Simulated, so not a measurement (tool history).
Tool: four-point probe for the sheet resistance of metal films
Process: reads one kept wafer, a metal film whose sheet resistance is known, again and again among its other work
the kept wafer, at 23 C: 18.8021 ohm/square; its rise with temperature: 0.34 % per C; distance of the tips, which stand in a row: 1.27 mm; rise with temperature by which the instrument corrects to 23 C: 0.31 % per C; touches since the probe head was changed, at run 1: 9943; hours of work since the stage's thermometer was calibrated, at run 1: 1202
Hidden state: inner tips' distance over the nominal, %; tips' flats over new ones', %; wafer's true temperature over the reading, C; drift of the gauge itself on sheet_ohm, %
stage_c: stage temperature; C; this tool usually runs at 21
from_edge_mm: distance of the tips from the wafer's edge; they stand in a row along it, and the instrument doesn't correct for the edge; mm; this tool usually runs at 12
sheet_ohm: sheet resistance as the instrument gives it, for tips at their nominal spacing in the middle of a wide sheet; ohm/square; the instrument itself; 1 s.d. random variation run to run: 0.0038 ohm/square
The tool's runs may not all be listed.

run    hour  stage_c  from_edge_mm  touches since the probe head was changed  hours of work since the stage's thermometer was calibrated  sheet_ohm
  1       0       21            12                                      9943                                                        1202   18.88206
  2    51.6       21            11                                     12014                                                        1232  18.906595
  3    96.8       21            11                                     13829                                                        1259  18.912397
  4   121.9       21            11                                     14836                                                        1274  18.909577
  5     168       28            11                                     16687                                                        1301   18.95364
  6   218.4       21            12                                     18708                                                        1331  18.878394
  7   267.8       21            12                                     20693                                                        1361  18.875714
  8   316.1       21            12                                     22629                                                        1389  18.879319
  9   361.8       21            12                                     24462                                                        1416  18.868928
 10     404       21            12                                     26156                                                        1441  18.873723
 11   429.7       21             3                                     27191                                                        1457  20.403408
 12     486       31            12                                     29451                                                        1490  18.930165
 13   519.1       31            12                                     30778                                                        1510  18.934773
 14   555.1       21            12                                     32224                                                        1531  18.865393
 15   589.2       21            21                                     33590                                                        1551  18.791273
        625  -- stage's thermometer calibrated
 16   634.7       21            21                                     35397                                                           6  18.769087
 17   690.1       21            21                                     37618                                                          39  18.765938
 18   715.9       21            21                                     38654                                                          54  18.763655
 19   752.5       21             6                                     40126                                                          76  19.166962
 20   805.4       21             6                                     42247                                                         107  19.171643
 21   852.3       21             6                                     44131                                                         135  19.167872
 22   907.6       22            12                                     46351                                                         168   18.84094
 23     934       22            12                                     47410                                                         183  18.843781
 24   982.8       20             5                                     49366                                                         212  19.347171
 25  1014.2       21            20                                     50627                                                         231  18.758633
 26  1063.2       21            20                                     52596                                                         260  18.762625
 27  1098.9       21            20                                     54026                                                         281   18.75382
 28    1146       21            20                                     55918                                                         309  18.755145
 29  1199.2       21            20                                     58052                                                         341  18.754104
 30  1224.2       21            20                                     59057                                                         356  18.749067

For run 31, what comes out?
 31  1266.7       30            20                                     60760                                                         381          ?

sheet_ohm: 18.798485 ohm/square
With the hidden condition absent and the run-to-run variation left alone, this run would have shown sheet_ohm 18.878998 ohm/square.

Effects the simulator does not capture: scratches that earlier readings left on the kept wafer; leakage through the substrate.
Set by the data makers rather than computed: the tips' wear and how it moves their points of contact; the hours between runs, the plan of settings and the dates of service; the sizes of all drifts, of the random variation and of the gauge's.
